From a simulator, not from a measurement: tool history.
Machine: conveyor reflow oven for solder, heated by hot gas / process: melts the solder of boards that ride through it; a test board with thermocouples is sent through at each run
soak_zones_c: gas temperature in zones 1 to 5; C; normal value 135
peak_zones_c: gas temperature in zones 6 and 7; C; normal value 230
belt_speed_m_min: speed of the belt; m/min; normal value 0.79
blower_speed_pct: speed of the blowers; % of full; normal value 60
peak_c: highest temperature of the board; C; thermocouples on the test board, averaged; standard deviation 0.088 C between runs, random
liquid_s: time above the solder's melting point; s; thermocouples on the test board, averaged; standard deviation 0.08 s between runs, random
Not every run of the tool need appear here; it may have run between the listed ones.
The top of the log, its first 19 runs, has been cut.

run   hour  soak_zones_c  peak_zones_c  belt_speed_m_min  blower_speed_pct  hours of work since the flux was cleaned out  hours of work since the belt drive was overhauled  hours of work since the thermocouples were changed  peak_c  liquid_s
 20  600.2           135           221             0.663                60                                            31                                                684                                                 209  206.92     40.19
 21  618.8           135           221             0.742                60                                            41                                                693                                                 219   203.5     32.08
 22  657.3           135           244             0.907                62                                            61                                                713                                                 239  215.19      32.6
 23  689.3           135           244             0.907                62                                            78                                                730                                                 256  215.09     32.55
 24  731.7           135           236             0.907                79                                           100                                                752                                                 278  214.67     32.86
 25  758.7           120           241             0.907                56                                           114                                                766                                                 292  205.74     23.47
 26  779.1           134           242             0.907                56                                           125                                                777                                                 303  210.29     29.02
 27  799.7           135           239             0.811                60                                           136                                                788                                                 314   214.9     36.53
 28  827.6           135           239             0.871                60                                           150                                                802                                                 328  211.79     31.85
 29  864.5           135           239             0.871                60                                           169                                                822                                                 347  211.65     31.74
 30  898.5           135           239             0.871                60                                           187                                                840                                                 365  211.76     31.83

Below are 3 alternative next runs, each starting from the tool's condition after run 30. Predict each:
  A  919.9           135           230             0.728                60                                           198                                                851                                                 376       ?         ?
  B  919.9           135           232             0.837                87                                           198                                                851                                                 376       ?         ?
  C  919.9           135           232             0.871                52                                           198                                                851                                                 376       ?         ?

run  peak_c  liquid_s
  A  211.34     38.94
  B  215.38     36.56
  C  202.67     24.74
Without the tool's unlogged condition, the same runs would have read:
run  peak_c  liquid_s
  A  211.58     38.45
  B  216.12     36.37
  C  202.96     24.56
